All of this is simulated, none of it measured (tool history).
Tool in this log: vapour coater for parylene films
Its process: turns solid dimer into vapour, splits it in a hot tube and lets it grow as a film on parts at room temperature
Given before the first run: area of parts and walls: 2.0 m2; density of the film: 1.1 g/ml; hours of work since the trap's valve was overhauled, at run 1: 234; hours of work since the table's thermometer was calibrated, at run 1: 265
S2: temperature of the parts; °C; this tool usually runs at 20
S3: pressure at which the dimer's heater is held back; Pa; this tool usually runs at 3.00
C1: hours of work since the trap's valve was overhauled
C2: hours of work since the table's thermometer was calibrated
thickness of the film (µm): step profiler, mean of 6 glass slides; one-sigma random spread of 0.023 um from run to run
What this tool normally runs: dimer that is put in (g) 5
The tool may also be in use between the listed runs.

{"run": 1, "hour": 0.0, "dimer that is put in (g)": 5, "S2": 20, "S3": 3.0, "C1": 234, "C2": 265, "thickness of the film (µm)": 1.68}
{"run": 2, "hour": 32.5, "dimer that is put in (g)": 5, "S2": 20, "S3": 3.0, "C1": 259, "C2": 290, "thickness of the film (µm)": 1.64}
{"run": 3, "hour": 53.1, "dimer that is put in (g)": 5, "S2": 20, "S3": 3.0, "C1": 275, "C2": 306, "thickness of the film (µm)": 1.7}
{"run": 4, "hour": 71.2, "dimer that is put in (g)": 5, "S2": 20, "S3": 3.0, "C1": 289, "C2": 320, "thickness of the film (µm)": 1.65}
{"run": 5, "hour": 104.4, "dimer that is put in (g)": 5, "S2": 20, "S3": 3.0, "C1": 315, "C2": 346, "thickness of the film (µm)": 1.64}
{"run": 6, "hour": 126.8, "dimer that is put in (g)": 5, "S2": 17, "S3": 3.0, "C1": 333, "C2": 363, "thickness of the film (µm)": 1.84}
{"run": 7, "hour": 140.9, "dimer that is put in (g)": 5, "S2": 25, "S3": 3.0, "C1": 343, "C2": 374, "thickness of the film (µm)": 1.37}
{"run": 8, "hour": 155.2, "dimer that is put in (g)": 5, "S2": 25, "S3": 3.0, "C1": 354, "C2": 385, "thickness of the film (µm)": 1.35}
{"hour": 181.6, "done": "trap's valve overhauled"}
{"run": 9, "hour": 182.1, "dimer that is put in (g)": 5, "S2": 28, "S3": 3.0, "C1": 0, "C2": 403, "thickness of the film (µm)": 1.21}
{"run": 10, "hour": 198.2, "dimer that is put in (g)": 5, "S2": 28, "S3": 3.0, "C1": 13, "C2": 415, "thickness of the film (µm)": 1.18}
{"run": 11, "hour": 226.0, "dimer that is put in (g)": 5, "S2": 28, "S3": 3.0, "C1": 34, "C2": 437, "thickness of the film (µm)": 1.17}
{"run": 12, "hour": 250.5, "dimer that is put in (g)": 5, "S2": 28, "S3": 3.0, "C1": 53, "C2": 456, "thickness of the film (µm)": 1.18}
{"run": 13, "hour": 271.3, "dimer that is put in (g)": 5, "S2": 28, "S3": 3.0, "C1": 69, "C2": 472, "thickness of the film (µm)": 1.15}
{"run": 14, "hour": 297.7, "dimer that is put in (g)": 5, "S2": 13, "S3": 3.0, "C1": 90, "C2": 492, "thickness of the film (µm)": 1.94}
{"run": 15, "hour": 330.2, "dimer that is put in (g)": 5, "S2": 13, "S3": 3.0, "C1": 115, "C2": 518, "thickness of the film (µm)": 1.95}
{"hour": 354.2, "done": "trap's valve overhauled, once more"}
{"run": 16, "hour": 357.5, "dimer that is put in (g)": 5, "S2": 13, "S3": 3.0, "C1": 3, "C2": 536, "thickness of the film (µm)": 2.23}
{"run": 17, "hour": 374.7, "dimer that is put in (g)": 4, "S2": 20, "S3": 3.0, "C1": 16, "C2": 549, "thickness of the film (µm)": 1.43}
{"run": 18, "hour": 404.4, "dimer that is put in (g)": 4, "S2": 20, "S3": 3.0, "C1": 39, "C2": 572, "thickness of the film (µm)": 1.37}
{"run": 19, "hour": 426.7, "dimer that is put in (g)": 5, "S2": 20, "S3": 3.0, "C1": 56, "C2": 589, "thickness of the film (µm)": 1.75}
{"run": 20, "hour": 456.3, "dimer that is put in (g)": 5, "S2": 28, "S3": 3.0, "C1": 79, "C2": 612, "thickness of the film (µm)": 1.28}
{"run": 21, "hour": 472.7, "dimer that is put in (g)": 5, "S2": 20, "S3": 3.0, "C1": 92, "C2": 625, "thickness of the film (µm)": 1.75}
{"run": 22, "hour": 500.7, "dimer that is put in (g)": 5, "S2": 20, "S3": 11.82, "C1": 114, "C2": 647, "thickness of the film (µm)": 1.42}
{"run": 23, "hour": 525.6, "dimer that is put in (g)": 5, "S2": 20, "S3": 11.82, "C1": 133, "C2": 666, "thickness of the film (µm)": 1.42}
{"run": 24, "hour": 557.4, "dimer that is put in (g)": 2, "S2": 20, "S3": 3.74, "C1": 157, "C2": 691, "thickness of the film (µm)": 0.66}
{"run": 25, "hour": 571.1, "dimer that is put in (g)": 5, "S2": 20, "S3": 3.0, "C1": 168, "C2": 701, "thickness of the film (µm)": 1.72}
{"run": 26, "hour": 593.4, "dimer that is put in (g)": 5, "S2": 20, "S3": 3.0, "C1": 185, "C2": 718, "thickness of the film (µm)": 1.77}
{"run": 27, "hour": 626.7, "dimer that is put in (g)": 3, "S2": 20, "S3": 3.0, "C1": 211, "C2": 744, "thickness of the film (µm)": 1.04}
{"run": 28, "hour": 659.1, "dimer that is put in (g)": 3, "S2": 22, "S3": 3.21, "C1": 236, "C2": 769, "thickness of the film (µm)": 0.96}
{"run": 29, "hour": 680.3, "dimer that is put in (g)": 4, "S2": 22, "S3": 3.04, "C1": 253, "C2": 786, "thickness of the film (µm)": 1.21}
{"run": 30, "hour": 695.0, "dimer that is put in (g)": 3, "S2": 31, "S3": 3.0, "C1": 264, "C2": 797, "thickness of the film (µm)": 0.67}
{"run": 31, "hour": 709.3, "dimer that is put in (g)": 3, "S2": 31, "S3": 3.0, "C1": 275, "C2": 808, "thickness of the film (µm)": 0.66}
{"run": 32, "hour": 738.3, "dimer that is put in (g)": 3, "S2": 14, "S3": 10.87, "C1": 298, "C2": 831, "thickness of the film (µm)": 1.03}
{"run": 33, "hour": 771.6, "dimer that is put in (g)": 5, "S2": 17, "S3": 5.08, "C1": 323, "C2": 856, "thickness of the film (µm)": 1.73}
{"run": 34, "hour": 797.0, "dimer that is put in (g)": 5, "S2": 17, "S3": 5.08, "C1": 343, "C2": 876, "thickness of the film (µm)": 1.71}
{"run": 35, "hour": 818.9, "dimer that is put in (g)": 5, "S2": 18, "S3": 3.0, "C1": 360, "C2": 893, "thickness of the film (µm)": 1.77}
{"hour": 838.8, "done": "trap's valve overhauled"}
{"run": 36, "hour": 848.7, "dimer that is put in (g)": 3, "S2": 16, "S3": 3.9, "C1": 8, "C2": 913, "thickness of the film (µm)": 1.2}
{"run": 37, "hour": 869.0, "dimer that is put in (g)": 8, "S2": 20, "S3": 4.57, "C1": 23, "C2": 929, "thickness of the film (µm)": 2.71}
{"run": 38, "hour": 890.2, "dimer that is put in (g)": 2, "S2": 20, "S3": 6.87, "C1": 40, "C2": 945, "thickness of the film (µm)": 0.68}
{"run": 39, "hour": 915.1, "dimer that is put in (g)": 2, "S2": 20, "S3": 2.08, "C1": 59, "C2": 965, "thickness of the film (µm)": 0.75}
{"run": 40, "hour": 931.1, "dimer that is put in (g)": 3, "S2": 26, "S3": 2.08, "C1": 72, "C2": 977, "thickness of the film (µm)": 0.9}
{"run": 41, "hour": 953.2, "dimer that is put in (g)": 4, "S2": 20, "S3": 10.04, "C1": 89, "C2": 994, "thickness of the film (µm)": 1.17}
{"run": 42, "hour": 967.1, "dimer that is put in (g)": 5, "S2": 25, "S3": 4.18, "C1": 99, "C2": 1005, "thickness of the film (µm)": 1.35}
{"run": 43, "hour": 984.0, "dimer that is put in (g)": 2, "S2": 17, "S3": 7.85, "C1": 113, "C2": 1018, "thickness of the film (µm)": 0.69}
{"run": 44, "hour": 1004.2, "dimer that is put in (g)": 7, "S2": 25, "S3": 3.2, "C1": 128, "C2": 1034, "thickness of the film (µm)": 2.05}
{"run": 45, "hour": 1019.2, "dimer that is put in (g)": 7, "S2": 25, "S3": 3.2, "C1": 140, "C2": 1045, "thickness of the film (µm)": 1.98}
{"run": 46, "hour": 1034.1, "dimer that is put in (g)": 5, "S2": 16, "S3": 3.0, "C1": 151, "C2": 1057, "thickness of the film (µm)": 2.0}

4 ways to go on from here, each from the tool as it stands after run 46. What would each give?
{"run": "A", "hour": 1053.2, "dimer that is put in (g)": 4, "S2": 16, "S3": 3.0, "C1": 166, "C2": 1071, "thickness of the film (µm)": "?"}
{"run": "B", "hour": 1053.2, "dimer that is put in (g)": 3, "S2": 20, "S3": 3.0, "C1": 166, "C2": 1071, "thickness of the film (µm)": "?"}
{"run": "C", "hour": 1053.2, "dimer that is put in (g)": 8, "S2": 20, "S3": 3.0, "C1": 166, "C2": 1071, "thickness of the film (µm)": "?"}
{"run": "D", "hour": 1053.2, "dimer that is put in (g)": 4, "S2": 30, "S3": 2.17, "C1": 166, "C2": 1071, "thickness of the film (µm)": "?"}

run=A thickness_of_the_film_(µm)=1.62
run=B thickness_of_the_film_(µm)=1.02
run=C thickness_of_the_film_(µm)=2.80
run=D thickness_of_the_film_(µm)=0.97
Had the tool no hidden state, the same runs would have come out as:
run=A thickness_of_the_film_(µm)=1.64
run=B thickness_of_the_film_(µm)=1.04
run=C thickness_of_the_film_(µm)=2.85
run=D thickness_of_the_film_(µm)=0.99
